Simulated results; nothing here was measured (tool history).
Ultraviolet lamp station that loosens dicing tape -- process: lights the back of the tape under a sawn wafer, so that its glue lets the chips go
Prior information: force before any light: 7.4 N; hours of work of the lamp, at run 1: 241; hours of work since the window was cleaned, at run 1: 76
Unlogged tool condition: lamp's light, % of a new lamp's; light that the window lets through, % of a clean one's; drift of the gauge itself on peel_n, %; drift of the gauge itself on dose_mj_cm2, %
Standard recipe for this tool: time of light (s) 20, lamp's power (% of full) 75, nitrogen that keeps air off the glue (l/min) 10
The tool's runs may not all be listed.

run	hour	time of light (s)	lamp's power (% of full)	nitrogen that keeps air off the glue (l/min)	hours of work of the lamp	hours of work since the window was cleaned	force that peels the tape off (N)	light that reached the tape (J/m2)
1	0.0	20	75	10	241	76	0.598	3230
2	8.5	20	75	10	247	82	0.597	3180
3	12.5	20	75	10	250	85	0.599	3190
4	18.7	20	75	10	255	90	0.592	3190
5	25.1	20	75	10	259	95	0.589	3190
6	31.9	20	75	10	264	100	0.595	3150
7	36.0	14	75	10	267	103	1.191	2160
8	42.7	14	75	10	272	108	1.194	2230
9	47.3	20	75	4	276	111	1.259	3130
10	56.4	20	75	4	283	118	1.233	3140
11	61.6	20	75	10	287	122	0.598	3130
12	66.8	20	75	5	290	126	1.156	3140
13	70.8	20	82	11	293	129	0.477	3410
14	79.7	11	75	19	300	135	1.282	1730
15	84.0	13	83	10	303	139	1.200	2210
16	91.5	35	77	11	309	144	0.206	5520
17	100.0	29	70	19	315	151	0.240	4150
18	104.4	29	70	19	319	154	0.225	4140
19	112.9	29	70	19	325	160	0.230	4190
20	118.7	29	70	19	329	165	0.236	4150
21	128.0	25	67	7	336	172	0.712	3410
22	134.6	20	79	5	341	176	1.056	3170
23	142.9	15	65	10	347	183	1.450	1940

How would selected steps in force that peels the tape off (N) from run to run divide? Give the signed amount a tool lacking its hidden state would still show from settings, what came in and random variation, and the signed amount left for the hidden state, including any gauge scatter that is not in both of the compared results.
Run 13 -> 14: time of light (s) 20 -> 11, lamp's power (% of full) 82 -> 75, nitrogen that keeps air off the glue (l/min) 11 -> 19. force that peels the tape off (N) +0.805: hidden state +0.130, all else +0.675.
Run 15 -> 16: time of light (s) 13 -> 35, lamp's power (% of full) 83 -> 77, nitrogen that keeps air off the glue (l/min) 10 -> 11. force that peels the tape off (N) -0.994: hidden state -0.204, all else -0.790.
Run 20 -> 21: time of light (s) 29 -> 25, lamp's power (% of full) 70 -> 67, nitrogen that keeps air off the glue (l/min) 19 -> 7. force that peels the tape off (N) +0.476: hidden state +0.138, all else +0.338.
